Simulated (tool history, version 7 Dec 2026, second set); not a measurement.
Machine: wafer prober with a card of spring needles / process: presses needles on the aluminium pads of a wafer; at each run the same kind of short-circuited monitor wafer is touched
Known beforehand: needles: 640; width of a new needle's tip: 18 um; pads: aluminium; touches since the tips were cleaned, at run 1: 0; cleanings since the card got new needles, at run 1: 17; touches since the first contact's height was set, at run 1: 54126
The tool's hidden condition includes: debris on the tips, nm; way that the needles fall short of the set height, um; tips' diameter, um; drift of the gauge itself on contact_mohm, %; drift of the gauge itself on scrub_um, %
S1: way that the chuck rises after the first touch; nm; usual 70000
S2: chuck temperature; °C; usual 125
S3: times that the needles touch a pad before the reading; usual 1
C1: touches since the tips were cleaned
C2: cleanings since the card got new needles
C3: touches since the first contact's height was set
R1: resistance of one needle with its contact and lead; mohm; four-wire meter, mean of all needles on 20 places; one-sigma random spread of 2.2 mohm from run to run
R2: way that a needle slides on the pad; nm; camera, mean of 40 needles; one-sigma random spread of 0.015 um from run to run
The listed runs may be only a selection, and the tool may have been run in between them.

run	day	S1	S2	S3	C1	C2	C3	R1	R2
1	0.000	70000	125	1	0	17	54126	236	10630
# day 0.367: tips cleaned on abrasive film
2	0.412	70000	125	1	360	18	57267	236	10620
# day 0.767: tips cleaned on abrasive film
3	1.046	70000	125	1	2153	19	62110	241	10630
# day 1.175: tips cleaned on abrasive film
4	1.438	70000	125	1	2029	20	65102	243	10640
# day 1.571: tips cleaned on abrasive film
# day 1.962: tips cleaned on abrasive film
# day 2.171: height of the first contact set anew
5	2.267	70000	125	1	2272	22	759	236	10650
# day 2.350: tips cleaned on abrasive film
# day 2.712: tips cleaned on abrasive film
6	2.817	70000	125	1	791	24	4915	238	10690
# day 3.104: tips cleaned on abrasive film
7	3.450	70000	125	1	2679	25	9766	237	10690
# day 3.500: tips cleaned on abrasive film
# day 3.879: tips cleaned on abrasive film
8	4.075	70000	125	1	1521	27	14523	238	10690
# day 4.296: tips cleaned on abrasive film
# day 4.658: tips cleaned on abrasive film
9	4.679	70000	125	1	177	29	19101	240	10670
# day 5.046: tips cleaned on abrasive film
10	5.271	70000	125	1	1729	30	23614	239	10700
# day 5.425: tips cleaned on abrasive film
# day 5.800: tips cleaned on abrasive film
11	6.042	70000	125	1	1861	32	29491	242	10710
# day 6.175: tips cleaned on abrasive film
# day 6.600: tips cleaned on abrasive film
12	6.867	70000	27	1	2075	34	35787	215	10710
# day 7.017: tips cleaned on abrasive film
# day 7.379: tips cleaned on abrasive film
13	7.575	70000	27	1	1518	36	41180	215	10720
# day 7.758: tips cleaned on abrasive film
# day 8.138: tips cleaned on abrasive film
14	8.367	70000	27	1	1753	38	47185	216	10770
# day 8.492: tips cleaned on abrasive film
# day 8.925: tips cleaned on abrasive film
15	9.029	70000	125	2	792	40	52230	238	10770
# day 9.304: tips cleaned on abrasive film
16	9.492	70000	125	2	1466	41	55772	242	10790
# day 9.696: tips cleaned on abrasive film
# day 10.079: tips cleaned on abrasive film
17	10.242	70000	125	1	1228	43	61461	243	10790
# day 10.492: tips cleaned on abrasive film
# day 10.871: tips cleaned on abrasive film
18	11.138	62000	121	1	2056	45	68304	240	9590
# day 11.271: tips cleaned on abrasive film
# day 11.433: height of the first contact set anew
# day 11.700: tips cleaned on abrasive film
19	11.792	66000	92	3	691	47	2721	233	10210
# day 12.112: tips cleaned on abrasive film
# day 12.467: tips cleaned on abrasive film
20	12.467	79000	58	1	0	49	7867	222	12230
# day 12.850: tips cleaned on abrasive film
21	12.867	58000	125	1	124	50	10903	240	9010
# day 13.229: tips cleaned on abrasive film
# day 13.371: gauge calibrated
22	13.508	70000	55	2	2130	51	15798	221	10630
# day 13.592: tips cleaned on abrasive film
# day 13.950: tips cleaned on abrasive film
23	14.092	70000	55	2	1064	53	20227	222	10660
# day 14.362: tips cleaned on abrasive film
24	14.492	85000	55	2	994	54	23273	217	12920
# day 14.758: tips cleaned on abrasive film
# day 15.117: tips cleaned on abrasive film
25	15.275	85000	55	2	1210	56	29258	218	12930
# day 15.504: tips cleaned on abrasive film
26	15.796	85000	55	2	2254	57	33229	216	12940
# day 15.900: tips cleaned on abrasive film
# day 16.262: tips cleaned on abrasive film
# day 16.633: tips cleaned on abrasive film
27	16.633	85000	55	2	0	60	39570	221	12950
# day 17.012: tips cleaned on abrasive film
28	17.017	85000	55	2	22	61	42502	219	12960
# day 17.421: tips cleaned on abrasive film
# day 17.792: tips cleaned on abrasive film
29	17.838	67000	67	1	346	63	48754	223	10230

Consider 4 possible next runs. They are alternatives, not a sequence: every one starts from the tool as it was left by run 29. What does each give?
# day 18.183: tips cleaned on abrasive film
# day 18.575: tips cleaned on abrasive film
A	18.625	79000	51	1	395	65	54775	?	?
# day 18.183: tips cleaned on abrasive film
# day 18.575: tips cleaned on abrasive film
B	18.625	67000	67	1	395	65	54775	?	?
# day 18.183: tips cleaned on abrasive film
# day 18.575: tips cleaned on abrasive film
C	18.625	64000	31	1	395	65	54775	?	?
# day 18.183: tips cleaned on abrasive film
# day 18.575: tips cleaned on abrasive film
D	18.625	83000	67	2	395	65	54775	?	?

run	R1	R2
A	221	12100
B	228	10230
C	219	9800
D	218	12720
Had the tool no hidden state, the same runs would have come out as:
run	R1	R2
A	221	12000
B	227	10140
C	219	9720
D	218	12610
